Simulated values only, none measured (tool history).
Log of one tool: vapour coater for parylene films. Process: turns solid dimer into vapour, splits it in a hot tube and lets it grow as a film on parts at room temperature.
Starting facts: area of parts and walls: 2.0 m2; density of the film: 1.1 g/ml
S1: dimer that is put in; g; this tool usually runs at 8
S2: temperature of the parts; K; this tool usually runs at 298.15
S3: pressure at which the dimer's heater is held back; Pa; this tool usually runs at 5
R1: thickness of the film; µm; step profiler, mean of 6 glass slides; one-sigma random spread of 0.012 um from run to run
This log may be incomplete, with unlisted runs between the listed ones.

| run | day | S1 | S2 | S3 | R1 |
|---|---|---|---|---|---|
| 1 | 0 | 8 | 298.15 | 5 | 1.7 |
| 2 | 1.383 | 8 | 298.15 | 5 | 1.67 |
| 3 | 2.296 | 8 | 298.15 | 5 | 1.68 |
| 4 | 3.788 | 8 | 298.15 | 5 | 1.86 |
| 5 | 4.596 | 8 | 298.15 | 5 | 1.86 |
| 6 | 5.904 | 8 | 298.15 | 6.39 | 1.72 |
| 7 | 6.771 | 8 | 298.15 | 5 | 1.8 |
| 8 | 7.942 | 8 | 298.15 | 5 | 1.78 |
| 9 | 9.321 | 4 | 298.15 | 5 | 0.87 |
| 10 | 10.246 | 4 | 298.15 | 5 | 0.88 |
| 11 | 11.05 | 8 | 298.15 | 5 | 1.74 |
| 12 | 12.279 | 8 | 298.15 | 5 | 1.74 |
| 13 | 13.029 | 4 | 296.15 | 5 | 0.93 |
| 14 | 14.008 | 4 | 296.15 | 5 | 0.9 |
| 15 | 14.742 | 10 | 294.15 | 10.07 | 2.05 |
| 16 | 15.612 | 4 | 294.15 | 10.07 | 0.83 |
| 17 | 17.029 | 12 | 294.15 | 10.07 | 2.47 |
| 18 | 17.738 | 5 | 293.15 | 6.08 | 1.2 |
| 19 | 19.104 | 5 | 296.15 | 2.65 | 1.27 |
| 20 | 19.958 | 5 | 296.15 | 2.65 | 1.27 |
| 21 | 20.875 | 5 | 291.15 | 2.65 | 1.68 |
| 22 | 21.625 | 8 | 291.15 | 3.47 | 2.53 |
| 23 | 23.021 | 8 | 291.15 | 3.47 | 2.53 |
| 24 | 24.138 | 6 | 301.15 | 8.73 | 1.06 |

Put back what was entered between runs (2 entries, withheld): which listed runs does each sit between, and how does the hidden state differ from the listed run before to the listed run after?
Between runs 3 and 4: trap's valve overhauled (day 3.617)
  vapour lost through the trap's worn valve, %: 10.3 -> 0.9; true temperature of the parts over the reading, C: 0.31 -> 0.33
  the result without the hidden state subtracted from the measured one, R1: -0.22 -> -0.03 µm
Between runs 20 and 21: trap's valve overhauled (day 20.192)
  vapour lost through the trap's worn valve, %: 11.4 -> 1; true temperature of the parts over the reading, C: 0.47 -> 0.48
  the result without the hidden state subtracted from the measured one, R1: -0.18 -> -0.05 µm

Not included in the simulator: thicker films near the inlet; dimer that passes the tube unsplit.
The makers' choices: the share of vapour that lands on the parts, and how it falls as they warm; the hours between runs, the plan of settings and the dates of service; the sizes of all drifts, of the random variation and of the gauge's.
